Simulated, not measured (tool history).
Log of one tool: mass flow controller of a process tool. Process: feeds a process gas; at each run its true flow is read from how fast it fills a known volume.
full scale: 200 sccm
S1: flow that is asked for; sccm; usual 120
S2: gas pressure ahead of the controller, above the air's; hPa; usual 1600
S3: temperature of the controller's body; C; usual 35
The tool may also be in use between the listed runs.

{"run": 1, "hour": 0.0, "S1": 120, "S2": 1600, "S3": 35, "true flow (%)": 102.6}
{"run": 2, "hour": 236.5, "S1": 120, "S2": 1600, "S3": 35, "true flow (%)": 102.52}
{"run": 3, "hour": 519.1, "S1": 120, "S2": 1600, "S3": 35, "true flow (%)": 102.5}
{"run": 4, "hour": 819.7, "S1": 120, "S2": 1740, "S3": 35, "true flow (%)": 102.64}
{"run": 5, "hour": 1063.3, "S1": 93, "S2": 1600, "S3": 35, "true flow (%)": 102.76}
{"run": 6, "hour": 1370.5, "S1": 93, "S2": 1600, "S3": 35, "true flow (%)": 102.92}
{"run": 7, "hour": 1543.5, "S1": 120, "S2": 1600, "S3": 27, "true flow (%)": 101.97}
{"run": 8, "hour": 1732.6, "S1": 120, "S2": 1600, "S3": 27, "true flow (%)": 102.24}
{"run": 9, "hour": 1943.6, "S1": 120, "S2": 1600, "S3": 35, "true flow (%)": 103.1}
{"run": 10, "hour": 2143.4, "S1": 26, "S2": 1600, "S3": 35, "true flow (%)": 107.98}
{"run": 11, "hour": 2276.6, "S1": 26, "S2": 1600, "S3": 35, "true flow (%)": 108.02}
{"run": 12, "hour": 2571.3, "S1": 26, "S2": 1600, "S3": 35, "true flow (%)": 110.32}
{"run": 13, "hour": 2811.6, "S1": 26, "S2": 1600, "S3": 35, "true flow (%)": 110.59}
{"run": 14, "hour": 3108.4, "S1": 120, "S2": 1600, "S3": 35, "true flow (%)": 101.38}
{"run": 15, "hour": 3242.0, "S1": 73, "S2": 1600, "S3": 35, "true flow (%)": 100.62}
{"run": 16, "hour": 3440.5, "S1": 120, "S2": 1600, "S3": 32, "true flow (%)": 101.08}
{"run": 17, "hour": 3679.4, "S1": 120, "S2": 1600, "S3": 35, "true flow (%)": 101.39}
{"run": 18, "hour": 3943.2, "S1": 120, "S2": 1600, "S3": 35, "true flow (%)": 101.4}
{"run": 19, "hour": 4246.3, "S1": 120, "S2": 1600, "S3": 35, "true flow (%)": 101.62}
{"run": 20, "hour": 4443.4, "S1": 120, "S2": 1600, "S3": 35, "true flow (%)": 101.65}
{"run": 21, "hour": 4571.7, "S1": 120, "S2": 1600, "S3": 35, "true flow (%)": 101.58}
{"run": 22, "hour": 4873.8, "S1": 120, "S2": 1600, "S3": 27, "true flow (%)": 100.91}
{"run": 23, "hour": 5062.8, "S1": 120, "S2": 1600, "S3": 27, "true flow (%)": 101.01}
{"run": 24, "hour": 5340.6, "S1": 120, "S2": 1600, "S3": 20, "true flow (%)": 100.23}
{"run": 25, "hour": 5660.6, "S1": 120, "S2": 1600, "S3": 21, "true flow (%)": 100.58}
{"run": 26, "hour": 5790.2, "S1": 120, "S2": 1600, "S3": 21, "true flow (%)": 100.48}
{"run": 27, "hour": 6045.8, "S1": 37, "S2": 2150, "S3": 35, "true flow (%)": 101.07}
{"run": 28, "hour": 6274.7, "S1": 80, "S2": 1600, "S3": 35, "true flow (%)": 101.51}
{"run": 29, "hour": 6492.2, "S1": 120, "S2": 1520, "S3": 27, "true flow (%)": 101.52}
{"run": 30, "hour": 6709.2, "S1": 120, "S2": 1940, "S3": 35, "true flow (%)": 101.86}
{"run": 31, "hour": 7026.6, "S1": 120, "S2": 1940, "S3": 35, "true flow (%)": 101.88}
{"run": 32, "hour": 7168.3, "S1": 49, "S2": 1600, "S3": 23, "true flow (%)": 100.85}
{"run": 33, "hour": 7431.5, "S1": 120, "S2": 2510, "S3": 21, "true flow (%)": 100.18}
{"run": 34, "hour": 7562.6, "S1": 42, "S2": 2140, "S3": 35, "true flow (%)": 101.85}
{"run": 35, "hour": 7750.4, "S1": 42, "S2": 1630, "S3": 27, "true flow (%)": 101.39}
{"run": 36, "hour": 8042.9, "S1": 42, "S2": 1630, "S3": 35, "true flow (%)": 102.32}
{"run": 37, "hour": 8280.2, "S1": 73, "S2": 1950, "S3": 35, "true flow (%)": 101.85}
{"run": 38, "hour": 8432.0, "S1": 120, "S2": 1600, "S3": 32, "true flow (%)": 102.24}
{"run": 39, "hour": 8654.2, "S1": 120, "S2": 1600, "S3": 29, "true flow (%)": 101.93}
{"run": 40, "hour": 8831.8, "S1": 25, "S2": 1600, "S3": 36, "true flow (%)": 103.87}
{"run": 41, "hour": 8993.7, "S1": 161, "S2": 1610, "S3": 31, "true flow (%)": 102.45}
{"run": 42, "hour": 9241.8, "S1": 120, "S2": 1850, "S3": 27, "true flow (%)": 101.62}
{"run": 43, "hour": 9530.2, "S1": 120, "S2": 2620, "S3": 23, "true flow (%)": 100.83}
{"run": 44, "hour": 9662.3, "S1": 37, "S2": 2230, "S3": 35, "true flow (%)": 102.68}
{"run": 45, "hour": 9885.1, "S1": 112, "S2": 1640, "S3": 31, "true flow (%)": 102.31}
{"run": 46, "hour": 10034.8, "S1": 163, "S2": 1630, "S3": 25, "true flow (%)": 102.36}
{"run": 47, "hour": 10209.6, "S1": 163, "S2": 1630, "S3": 25, "true flow (%)": 102.3}
{"run": 48, "hour": 10346.3, "S1": 65, "S2": 1590, "S3": 26, "true flow (%)": 102.0}
{"run": 49, "hour": 10501.8, "S1": 73, "S2": 1730, "S3": 24, "true flow (%)": 101.65}

Taken out of this log: 2 entries between the listed runs. Where each belongs, and how the hidden state differs across it:
Between runs 11 and 12: controller's zero set anew (hour 2555.3)
  flow at rest that the sensor doesn't see, % of full scale: 1.078 -> 1.388; true flow over the shown one, %: 1.29 -> 1.32
  measured less the result without the state, true flow (%): +9.59 -> +11.99
Between runs 13 and 14: controller's zero set anew, once more (hour 3106.4)
  flow at rest that the sensor doesn't see, % of full scale: 1.406 -> 0.011; true flow over the shown one, %: 1.34 -> 1.36
  measured less the result without the state, true flow (%): +12.15 -> +1.38

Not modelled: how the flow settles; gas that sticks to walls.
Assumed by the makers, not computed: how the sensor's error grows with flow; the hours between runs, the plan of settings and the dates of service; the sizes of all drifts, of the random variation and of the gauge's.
